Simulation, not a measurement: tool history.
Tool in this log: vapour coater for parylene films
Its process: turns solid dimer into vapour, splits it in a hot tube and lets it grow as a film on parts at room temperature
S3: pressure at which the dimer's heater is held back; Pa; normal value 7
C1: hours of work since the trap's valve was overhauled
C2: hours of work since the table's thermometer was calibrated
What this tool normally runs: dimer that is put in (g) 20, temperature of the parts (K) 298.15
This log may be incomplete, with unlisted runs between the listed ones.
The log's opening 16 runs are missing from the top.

run 17 hour=275.4 | dimer_that_is_put_in_(g)=20 temperature_of_the_parts_(K)=298.15 S3=7 | C1=220 C2=264 | thickness_of_the_film_(nm)=4640
run 18 hour=298.1 | dimer_that_is_put_in_(g)=28 temperature_of_the_parts_(K)=298.15 S3=7 | C1=229 C2=273 | thickness_of_the_film_(nm)=6460
run 19 hour=319.9 | dimer_that_is_put_in_(g)=28 temperature_of_the_parts_(K)=298.15 S3=7 | C1=238 C2=283 | thickness_of_the_film_(nm)=6580
run 20 hour=334.9 | dimer_that_is_put_in_(g)=12 temperature_of_the_parts_(K)=298.15 S3=7 | C1=245 C2=289 | thickness_of_the_film_(nm)=2810
run 21 hour=346.9 | dimer_that_is_put_in_(g)=12 temperature_of_the_parts_(K)=298.15 S3=7 | C1=250 C2=294 | thickness_of_the_film_(nm)=2770
run 22 hour=371.4 | dimer_that_is_put_in_(g)=12 temperature_of_the_parts_(K)=298.15 S3=7 | C1=260 C2=304 | thickness_of_the_film_(nm)=2760
run 23 hour=393.4 | dimer_that_is_put_in_(g)=12 temperature_of_the_parts_(K)=298.15 S3=7 | C1=270 C2=314 | thickness_of_the_film_(nm)=2800
run 24 hour=412.8 | dimer_that_is_put_in_(g)=12 temperature_of_the_parts_(K)=298.15 S3=7 | C1=278 C2=322 | thickness_of_the_film_(nm)=2780
run 25 hour=431.9 | dimer_that_is_put_in_(g)=9 temperature_of_the_parts_(K)=298.15 S3=2.36 | C1=286 C2=330 | thickness_of_the_film_(nm)=2630
run 26 hour=449 | dimer_that_is_put_in_(g)=15 temperature_of_the_parts_(K)=297.15 S3=8.65 | C1=293 C2=337 | thickness_of_the_film_(nm)=3480
run 27 hour=471 | dimer_that_is_put_in_(g)=15 temperature_of_the_parts_(K)=297.15 S3=8.65 | C1=302 C2=347 | thickness_of_the_film_(nm)=3500
run 28 hour=488.1 | dimer_that_is_put_in_(g)=15 temperature_of_the_parts_(K)=297.15 S3=8.65 | C1=310 C2=354 | thickness_of_the_film_(nm)=3510
run 29 hour=500.3 | dimer_that_is_put_in_(g)=15 temperature_of_the_parts_(K)=305.15 S3=7.62 | C1=315 C2=359 | thickness_of_the_film_(nm)=2480

Forecast run 30:
run 30 hour=514.3 | dimer_that_is_put_in_(g)=24 temperature_of_the_parts_(K)=294.15 S3=2.51 | C1=321 C2=365 | thickness_of_the_film_(nm)=?

Run 30 came out at thickness of the film (nm) 8280.
Take away the tool's hidden state, keep the run-to-run variation as it was, and the same run would have given thickness of the film (nm) 8290.
